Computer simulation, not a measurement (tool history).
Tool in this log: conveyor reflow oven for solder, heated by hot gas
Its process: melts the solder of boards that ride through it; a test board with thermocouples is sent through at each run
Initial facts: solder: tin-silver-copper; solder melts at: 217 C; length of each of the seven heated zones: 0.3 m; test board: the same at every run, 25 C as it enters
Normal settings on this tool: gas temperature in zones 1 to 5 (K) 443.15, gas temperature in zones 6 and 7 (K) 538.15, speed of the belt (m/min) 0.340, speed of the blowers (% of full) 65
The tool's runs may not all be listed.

| run | hour | gas temperature in zones 1 to 5 (K) | gas temperature in zones 6 and 7 (K) | speed of the belt (m/min) | speed of the blowers (% of full) | highest temperature of the board (K) | time above the solder's melting point (s) |
|---|---|---|---|---|---|---|---|
| 1 | 0.0 | 443.15 | 538.15 | 0.340 | 65 | 517.45 | 67.3 |
| 2 | 12.1 | 443.15 | 538.15 | 0.340 | 65 | 517.35 | 67.0 |
| 3 | 24.0 | 443.15 | 538.15 | 0.340 | 65 | 518.05 | 66.6 |
| 4 | 40.1 | 443.15 | 538.15 | 0.340 | 65 | 517.15 | 67.6 |
| 5 | 55.0 | 443.15 | 538.15 | 0.340 | 65 | 517.65 | 67.2 |
| 6 | 64.5 | 443.15 | 538.15 | 0.340 | 65 | 517.75 | 67.3 |
| 7 | 79.3 | 443.15 | 538.15 | 0.340 | 65 | 517.45 | 67.0 |
| 8 | 89.6 | 443.15 | 538.15 | 0.340 | 65 | 517.65 | 67.1 |
| 9 | 97.7 | 435.15 | 547.15 | 0.298 | 69 | 530.15 | 89.9 |
| 10 | 108.2 | 435.15 | 532.15 | 0.298 | 69 | 516.75 | 74.4 |

What will run 11 give?
| 11 | 117.2 | 443.15 | 538.15 | 0.340 | 88 | ? | ? |

Run 11 gave highest temperature of the board (K) 523.95, time above the solder's melting point (s) 76.9.
Take away the tool's hidden state, keep the run-to-run variation as it was, and the same run would have given highest temperature of the board (K) 523.65, time above the solder's melting point (s) 75.8.
